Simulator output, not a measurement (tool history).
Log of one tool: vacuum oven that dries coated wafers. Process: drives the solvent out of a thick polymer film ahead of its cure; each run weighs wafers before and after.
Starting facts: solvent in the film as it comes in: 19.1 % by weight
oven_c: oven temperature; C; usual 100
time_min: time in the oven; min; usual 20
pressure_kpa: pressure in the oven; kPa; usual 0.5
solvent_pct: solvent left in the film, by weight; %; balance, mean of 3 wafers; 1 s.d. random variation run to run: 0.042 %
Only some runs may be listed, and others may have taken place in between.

{"run": 1, "hour": 0.0, "oven_c": 100, "time_min": 20, "pressure_kpa": 0.5, "solvent_pct": 1.13}
{"run": 2, "hour": 103.3, "oven_c": 100, "time_min": 20, "pressure_kpa": 0.5, "solvent_pct": 1.13}
{"run": 3, "hour": 216.2, "oven_c": 100, "time_min": 20, "pressure_kpa": 0.5, "solvent_pct": 1.12}
{"run": 4, "hour": 288.1, "oven_c": 100, "time_min": 13, "pressure_kpa": 0.5, "solvent_pct": 2.46}
{"run": 5, "hour": 381.8, "oven_c": 100, "time_min": 20, "pressure_kpa": 0.5, "solvent_pct": 1.09}
{"run": 6, "hour": 494.0, "oven_c": 100, "time_min": 20, "pressure_kpa": 0.5, "solvent_pct": 1.21}
{"run": 7, "hour": 580.8, "oven_c": 100, "time_min": 20, "pressure_kpa": 0.316, "solvent_pct": 1.02}
{"run": 8, "hour": 630.6, "oven_c": 100, "time_min": 20, "pressure_kpa": 0.5, "solvent_pct": 1.09}
{"run": 9, "hour": 742.5, "oven_c": 109, "time_min": 20, "pressure_kpa": 0.5, "solvent_pct": 0.52}
{"run": 10, "hour": 843.6, "oven_c": 100, "time_min": 20, "pressure_kpa": 0.5, "solvent_pct": 1.13}
{"run": 11, "hour": 935.9, "oven_c": 100, "time_min": 20, "pressure_kpa": 0.5, "solvent_pct": 1.39}
{"run": 12, "hour": 1000.3, "oven_c": 100, "time_min": 20, "pressure_kpa": 0.5, "solvent_pct": 1.28}
{"run": 13, "hour": 1090.6, "oven_c": 100, "time_min": 20, "pressure_kpa": 0.5, "solvent_pct": 1.26}
{"run": 14, "hour": 1186.0, "oven_c": 89, "time_min": 20, "pressure_kpa": 0.5, "solvent_pct": 3.1}
{"run": 15, "hour": 1257.6, "oven_c": 89, "time_min": 20, "pressure_kpa": 0.5, "solvent_pct": 3.13}
{"run": 16, "hour": 1327.6, "oven_c": 89, "time_min": 20, "pressure_kpa": 0.5, "solvent_pct": 2.99}
{"run": 17, "hour": 1437.4, "oven_c": 89, "time_min": 20, "pressure_kpa": 0.5, "solvent_pct": 3.14}
{"run": 18, "hour": 1528.8, "oven_c": 89, "time_min": 20, "pressure_kpa": 0.5, "solvent_pct": 3.03}
{"run": 19, "hour": 1602.5, "oven_c": 89, "time_min": 20, "pressure_kpa": 0.5, "solvent_pct": 3.06}
{"run": 20, "hour": 1701.0, "oven_c": 89, "time_min": 20, "pressure_kpa": 0.5, "solvent_pct": 3.01}
{"run": 21, "hour": 1771.2, "oven_c": 104, "time_min": 20, "pressure_kpa": 0.5, "solvent_pct": 1}
{"run": 22, "hour": 1849.3, "oven_c": 104, "time_min": 20, "pressure_kpa": 0.5, "solvent_pct": 1.02}
{"run": 23, "hour": 1903.0, "oven_c": 104, "time_min": 20, "pressure_kpa": 0.5, "solvent_pct": 0.94}
{"run": 24, "hour": 1985.5, "oven_c": 104, "time_min": 20, "pressure_kpa": 0.5, "solvent_pct": 1.09}
{"run": 25, "hour": 2068.1, "oven_c": 104, "time_min": 20, "pressure_kpa": 0.5, "solvent_pct": 1.13}
{"run": 26, "hour": 2169.2, "oven_c": 89, "time_min": 20, "pressure_kpa": 0.5, "solvent_pct": 3.4}
{"run": 27, "hour": 2227.0, "oven_c": 86, "time_min": 21, "pressure_kpa": 1.57, "solvent_pct": 5.31}
{"run": 28, "hour": 2338.2, "oven_c": 86, "time_min": 21, "pressure_kpa": 1.57, "solvent_pct": 5.37}
{"run": 29, "hour": 2417.6, "oven_c": 86, "time_min": 21, "pressure_kpa": 1.57, "solvent_pct": 4.93}
{"run": 30, "hour": 2519.1, "oven_c": 86, "time_min": 21, "pressure_kpa": 1.57, "solvent_pct": 4.84}
{"run": 31, "hour": 2609.3, "oven_c": 87, "time_min": 21, "pressure_kpa": 0.5, "solvent_pct": 3.04}
{"run": 32, "hour": 2683.5, "oven_c": 101, "time_min": 21, "pressure_kpa": 0.5, "solvent_pct": 1.01}
{"run": 33, "hour": 2804.8, "oven_c": 100, "time_min": 20, "pressure_kpa": 0.5, "solvent_pct": 1.19}
{"run": 34, "hour": 2880.5, "oven_c": 105, "time_min": 20, "pressure_kpa": 0.5, "solvent_pct": 0.67}
{"run": 35, "hour": 2958.6, "oven_c": 102, "time_min": 20, "pressure_kpa": 0.433, "solvent_pct": 0.9}
{"run": 36, "hour": 3016.9, "oven_c": 104, "time_min": 16, "pressure_kpa": 0.5, "solvent_pct": 1.22}
{"run": 37, "hour": 3089.2, "oven_c": 97, "time_min": 30, "pressure_kpa": 0.5, "solvent_pct": 0.92}
{"run": 38, "hour": 3186.0, "oven_c": 103, "time_min": 12, "pressure_kpa": 0.695, "solvent_pct": 2.4}
{"run": 39, "hour": 3295.0, "oven_c": 93, "time_min": 17, "pressure_kpa": 0.994, "solvent_pct": 3.37}
{"run": 40, "hour": 3398.1, "oven_c": 94, "time_min": 28, "pressure_kpa": 1.347, "solvent_pct": 2.34}
{"run": 41, "hour": 3472.3, "oven_c": 94, "time_min": 28, "pressure_kpa": 1.347, "solvent_pct": 2.36}
{"run": 42, "hour": 3550.0, "oven_c": 94, "time_min": 11, "pressure_kpa": 1.347, "solvent_pct": 5.33}
{"run": 43, "hour": 3606.8, "oven_c": 94, "time_min": 11, "pressure_kpa": 1.347, "solvent_pct": 5.48}
{"run": 44, "hour": 3687.0, "oven_c": 100, "time_min": 24, "pressure_kpa": 0.727, "solvent_pct": 1.15}
{"run": 45, "hour": 3784.5, "oven_c": 100, "time_min": 20, "pressure_kpa": 1.401, "solvent_pct": 2.01}
{"run": 46, "hour": 3903.6, "oven_c": 100, "time_min": 20, "pressure_kpa": 1.401, "solvent_pct": 2.03}

Between the runs listed above, the log contained 4 entries, not reproduced here. Where in the sequence does each belong, and how does what the log doesn't record of the tool's condition differ from the listed run before to the listed run after?
Between runs 10 and 11: oven's thermocouples calibrated (hour 872.6)
  true wafer temperature over the reading, C: 1.44 -> -0.16; true pressure over the reading, kPa: 0.155 -> 0.17
  measured less the result without the state, solvent_pct: -0.01 -> +0.18 %
Between runs 23 and 24: oven's thermocouples calibrated (hour 1977.2)
  true wafer temperature over the reading, C: 1.16 -> -0.33; true pressure over the reading, kPa: 0.323 -> 0.335
  measured less the result without the state, solvent_pct: +0.18 -> +0.31 %
Between runs 28 and 29: vacuum gauge cleaned of residue and calibrated (hour 2346.6)
  true wafer temperature over the reading, C: 0.13 -> 0.24; true pressure over the reading, kPa: 0.391 -> 0.028
  measured less the result without the state, solvent_pct: +0.5 -> -0.02 %
Between runs 36 and 37: oven's thermocouples calibrated (hour 3084.9)
  true wafer temperature over the reading, C: 1.01 -> 0.13; true pressure over the reading, kPa: 0.125 -> 0.136
  measured less the result without the state, solvent_pct: -0.01 -> +0.13 %
